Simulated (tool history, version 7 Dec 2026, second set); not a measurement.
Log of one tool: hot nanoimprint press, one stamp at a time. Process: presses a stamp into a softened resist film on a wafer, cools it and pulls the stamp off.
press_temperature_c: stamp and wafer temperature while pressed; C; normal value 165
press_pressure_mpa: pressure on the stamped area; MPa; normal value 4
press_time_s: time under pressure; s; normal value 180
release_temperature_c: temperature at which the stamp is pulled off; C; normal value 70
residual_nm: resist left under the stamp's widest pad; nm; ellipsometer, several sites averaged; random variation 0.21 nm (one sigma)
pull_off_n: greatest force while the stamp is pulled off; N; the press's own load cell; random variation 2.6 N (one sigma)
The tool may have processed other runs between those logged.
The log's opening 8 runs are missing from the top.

run   hour  press_temperature_c  press_pressure_mpa  press_time_s  release_temperature_c  residual_nm  pull_off_n
  9    254                  165                   4           180                     70         77.3         212
 10  291.8                  165                   4           180                     70         77.3         217
     333.3  -- press's hydraulic seals changed and the load cell set to zero
 11  341.5                  165                   4           180                     70         75.7         220
 12  373.6                  165                   4           180                     70         75.6         224
 13  411.8                  165                   4           180                     70         75.3         227
 14  455.6                  165                   4           180                     70         74.8         229
 15  481.7                  165                   4           180                     70         74.8         235
 16  502.9                  165                   4           180                     70         74.6         234
 17  529.7                  161                   4            91                     63        116.8         257
 18  552.1                  161                   4            91                     63        115.9         265
 19  578.3                  176                2.66           180                     61         52.9         271
 20    617                  158                5.15           180                     71         94.6         245
 21  651.8                  174                3.48           164                     75         52.7         236
 22    673                  172                   4           180                     68         51.5         259
 23  706.3                  165                3.45           180                     76         78.6         238
 24    740                  165                3.45           180                     76         78.8         238
     767.4  -- stamp cleaned and given a new release coat
 25  767.4                  165                3.45           142                     76         85.6         188
 26  794.5                  165                4.74           104                     76         83.7         192
     801.5  -- plate thermocouple calibrated
 27  828.7                  165                   4           149                     71         85.2         215
 28  866.9                  168                2.48           161                     64           88         232
 29  914.1                  165                3.01           180                     70         89.1         224
 30  950.9                  165                3.01           180                     68         89.1         240

3 options for the next run, each taken on its own from the tool as it stands now. Forecast them:
  A  970.1                  165                2.68           204                     76            ?           ?
  B  970.1                  169                3.58           180                     68            ?           ?
  C  970.1                  165                3.01           335                     71            ?           ?

run  residual_nm  pull_off_n
  A         88.9         208
  B         67.1         240
  C         69.1         226
What these runs would have given with no unlogged condition in the tool:
run  residual_nm  pull_off_n
  A         88.7         190
  B         66.7         219
  C         68.9         207

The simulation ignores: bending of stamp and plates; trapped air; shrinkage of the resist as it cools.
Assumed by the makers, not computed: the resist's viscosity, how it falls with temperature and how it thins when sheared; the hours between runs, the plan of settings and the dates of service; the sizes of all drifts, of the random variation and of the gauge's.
